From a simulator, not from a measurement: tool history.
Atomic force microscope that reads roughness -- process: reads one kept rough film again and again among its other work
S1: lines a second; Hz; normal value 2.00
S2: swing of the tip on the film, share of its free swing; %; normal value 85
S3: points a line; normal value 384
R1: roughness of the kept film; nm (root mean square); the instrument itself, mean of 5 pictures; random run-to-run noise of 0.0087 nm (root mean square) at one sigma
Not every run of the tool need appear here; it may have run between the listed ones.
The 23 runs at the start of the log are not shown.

run	hour	S1	S2	S3	R1
24	311.9	3.50	70	687	1.915
25	325.5	3.13	77	384	1.812
26	337.2	0.83	85	384	2.011
27	355.7	1.72	68	384	2.013
28	365.1	1.90	67	586	2.001
29	379.0	1.90	67	586	1.979
# hour 385.7: new tip fitted
30	389.5	1.90	67	586	2.166
31	406.6	1.90	67	586	2.149
# hour 408.5: height scale calibrated on a step standard
32	422.9	0.62	85	411	2.129
33	431.8	0.66	85	749	2.128
# hour 448.6: height scale calibrated on a step standard, once more
34	449.6	1.73	85	384	1.883
35	464.0	3.18	71	650	1.897
36	472.3	3.18	71	650	1.894
37	481.2	3.18	71	650	1.888
38	489.2	3.18	71	650	1.881
39	501.5	3.18	72	797	1.852
40	519.6	3.18	72	797	1.834
# hour 536.0: new tip fitted
41	537.4	0.60	64	431	2.265
42	552.7	2.00	89	384	1.822
43	563.0	0.94	66	413	2.185
44	579.4	0.57	58	618	2.228
45	593.2	0.57	58	729	2.214
46	612.7	1.20	85	1005	1.981

Predict each of these 3 candidate next runs independently; none follows another, all start after run 46:
A	625.1	1.20	85	965	?
B	625.1	0.64	71	384	?
C	625.1	0.64	85	384	?

run	R1
A	1.966
B	2.120
C	2.059
Had the tool no hidden state, the same runs would have come out as:
run	R1
A	2.084
B	2.247
C	2.182

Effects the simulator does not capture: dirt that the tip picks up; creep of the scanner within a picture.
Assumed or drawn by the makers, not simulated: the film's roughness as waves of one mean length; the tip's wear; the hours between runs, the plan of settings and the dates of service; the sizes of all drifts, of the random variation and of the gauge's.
